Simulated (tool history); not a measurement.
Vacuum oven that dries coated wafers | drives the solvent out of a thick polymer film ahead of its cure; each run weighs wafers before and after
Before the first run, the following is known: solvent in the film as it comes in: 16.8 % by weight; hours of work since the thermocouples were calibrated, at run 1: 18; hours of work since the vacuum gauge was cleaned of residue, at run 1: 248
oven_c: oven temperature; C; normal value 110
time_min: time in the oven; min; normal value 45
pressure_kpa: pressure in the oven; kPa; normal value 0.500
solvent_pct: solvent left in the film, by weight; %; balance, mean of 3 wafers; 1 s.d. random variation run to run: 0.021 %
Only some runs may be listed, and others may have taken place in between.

run	hour	oven_c	time_min	pressure_kpa	hours of work since the thermocouples were calibrated	hours of work since the vacuum gauge was cleaned of residue	solvent_pct
1	0.0	110	45	0.500	18	248	0.88
2	38.3	110	45	0.623	42	271	0.93
3	74.9	110	45	1.117	64	294	1.15
4	99.9	100	45	0.500	80	309	2.06
5	121.9	100	45	0.500	93	323	2.10
6	165.8	100	45	0.500	120	350	2.11
7	192.9	100	45	0.500	137	367	2.13
8	217.5	100	45	0.500	152	382	2.16
9	256.3	112	45	0.500	176	406	0.74
10	300.3	112	45	0.500	204	433	0.75
11	338.8	112	45	0.500	227	457	0.76
12	358.7	112	45	0.500	240	469	0.76
13	391.9	110	30	0.500	260	490	2.06
14	435.4	110	30	0.500	287	517	2.03
15	465.4	110	30	0.500	306	535	2.04
16	503.1	116	45	0.500	329	559	0.54
17	522.6	116	45	0.500	341	571	0.58
18	557.2	116	45	0.500	362	592	0.56
19	593.7	116	45	0.500	385	615	0.58
20	637.2	105	63	0.500	412	641	0.82
21	668.0	105	63	0.500	431	661	0.82
22	700.9	121	45	1.598	451	681	0.72
23	727.1	118	47	0.608	467	697	0.48
24	753.8	110	35	0.547	484	714	1.66
25	797.2	110	35	0.547	511	740	1.65
26	832.7	124	45	0.252	532	762	0.26
27	862.3	124	44	1.155	551	781	0.47
28	886.4	124	44	1.155	566	795	0.47
29	906.6	96	37	0.582	578	808	3.96
30	928.2	125	30	0.790	591	821	0.66
31	949.6	125	25	0.305	605	835	0.88
32	982.4	99	45	1.404	625	855	3.07
33	1013.6	112	45	1.329	644	874	1.23
34	1044.4	123	45	0.634	663	893	0.38
35	1075.9	123	45	0.634	683	913	0.38

Here are 4 independent what-if runs from the current tool condition. What would each one return?
A	1116.2	115	45	0.842	708	937	?
B	1116.2	110	28	0.500	708	937	?
C	1116.2	117	45	0.360	708	937	?
D	1116.2	106	40	1.827	708	937	?

run	solvent_pct
A	0.83
B	2.47
C	0.48
D	2.49
Had the tool no hidden state, the same runs would have come out as:
run	solvent_pct
A	0.64
B	2.17
C	0.32
D	2.17
